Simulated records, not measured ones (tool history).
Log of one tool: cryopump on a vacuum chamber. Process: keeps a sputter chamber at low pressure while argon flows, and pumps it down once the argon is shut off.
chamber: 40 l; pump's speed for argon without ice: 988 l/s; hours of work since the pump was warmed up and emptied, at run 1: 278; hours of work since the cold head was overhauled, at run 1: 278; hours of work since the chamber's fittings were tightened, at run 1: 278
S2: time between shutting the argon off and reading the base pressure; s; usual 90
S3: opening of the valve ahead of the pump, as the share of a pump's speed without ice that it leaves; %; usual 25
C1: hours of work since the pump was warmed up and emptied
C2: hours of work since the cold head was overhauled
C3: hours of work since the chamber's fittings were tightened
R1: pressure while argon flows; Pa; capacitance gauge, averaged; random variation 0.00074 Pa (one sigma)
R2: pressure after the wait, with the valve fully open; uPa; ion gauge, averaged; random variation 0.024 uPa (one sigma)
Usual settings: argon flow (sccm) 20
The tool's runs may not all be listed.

run 1 hour=0 | argon_flow_(sccm)=20 S2=90 S3=25 | C1=278 C2=278 C3=278 | R1=0.1388 R2=0.98
run 2 hour=10.8 | argon_flow_(sccm)=20 S2=90 S3=25 | C1=287 C2=287 C3=287 | R1=0.1387 R2=1
run 3 hour=18.6 | argon_flow_(sccm)=20 S2=111 S3=25 | C1=293 C2=293 C3=293 | R1=0.1397 R2=0.89
run 4 hour=36.9 | argon_flow_(sccm)=20 S2=43 S3=25 | C1=309 C2=309 C3=309 | R1=0.1395 R2=1.62
run 5 hour=50.6 | argon_flow_(sccm)=20 S2=90 S3=25 | C1=321 C2=321 C3=321 | R1=0.1382 R2=0.99
run 6 hour=62.4 | argon_flow_(sccm)=20 S2=90 S3=25 | C1=331 C2=331 C3=331 | R1=0.1403 R2=1.04
run 7 hour=72.1 | argon_flow_(sccm)=20 S2=90 S3=25 | C1=339 C2=339 C3=339 | R1=0.1397 R2=1.04
run 8 hour=80.4 | argon_flow_(sccm)=20 S2=90 S3=25 | C1=346 C2=346 C3=346 | R1=0.1391 R2=1.04
run 9 hour=94.3 | argon_flow_(sccm)=20 S2=90 S3=25 | C1=358 C2=358 C3=358 | R1=0.1398 R2=1.01
run 10 hour=108.5 | argon_flow_(sccm)=20 S2=90 S3=23 | C1=370 C2=370 C3=370 | R1=0.1517 R2=1.04
run 11 hour=116.7 | argon_flow_(sccm)=20 S2=90 S3=23 | C1=377 C2=377 C3=377 | R1=0.1518 R2=1.06
run 12 hour=125.7 | argon_flow_(sccm)=20 S2=90 S3=25 | C1=385 C2=385 C3=385 | R1=0.1407 R2=1.04
run 13 hour=134.8 | argon_flow_(sccm)=20 S2=90 S3=25 | C1=393 C2=393 C3=393 | R1=0.1395 R2=1.1
run 14 hour=147.2 | argon_flow_(sccm)=20 S2=90 S3=25 | C1=404 C2=404 C3=404 | R1=0.1393 R2=1.01
run 15 hour=165.8 | argon_flow_(sccm)=20 S2=90 S3=25 | C1=419 C2=419 C3=419 | R1=0.1404 R2=1.07
run 16 hour=184.7 | argon_flow_(sccm)=20 S2=90 S3=25 | C1=436 C2=436 C3=436 | R1=0.1397 R2=1.12
run 17 hour=197 | argon_flow_(sccm)=20 S2=212 S3=25 | C1=446 C2=446 C3=446 | R1=0.1404 R2=0.75
run 18 hour=214.3 | argon_flow_(sccm)=20 S2=172 S3=25 | C1=461 C2=461 C3=461 | R1=0.1401 R2=0.84
run 19 hour=222.2 | argon_flow_(sccm)=20 S2=172 S3=25 | C1=468 C2=468 C3=468 | R1=0.1401 R2=0.79
run 20 hour=234.1 | argon_flow_(sccm)=35 S2=90 S3=32 | C1=478 C2=478 C3=478 | R1=0.194 R2=1.09

The next listed run, before its measurement:
run 21 hour=249.1 | argon_flow_(sccm)=35 S2=90 S3=32 | C1=491 C2=491 C3=491 | R1=? R2=?

Run 21 gave R1 0.1931 Pa, R2 1.07 uPa.
Without the tool's hidden state the same run would have given R1 0.1868 Pa, R2 0.82 uPa.

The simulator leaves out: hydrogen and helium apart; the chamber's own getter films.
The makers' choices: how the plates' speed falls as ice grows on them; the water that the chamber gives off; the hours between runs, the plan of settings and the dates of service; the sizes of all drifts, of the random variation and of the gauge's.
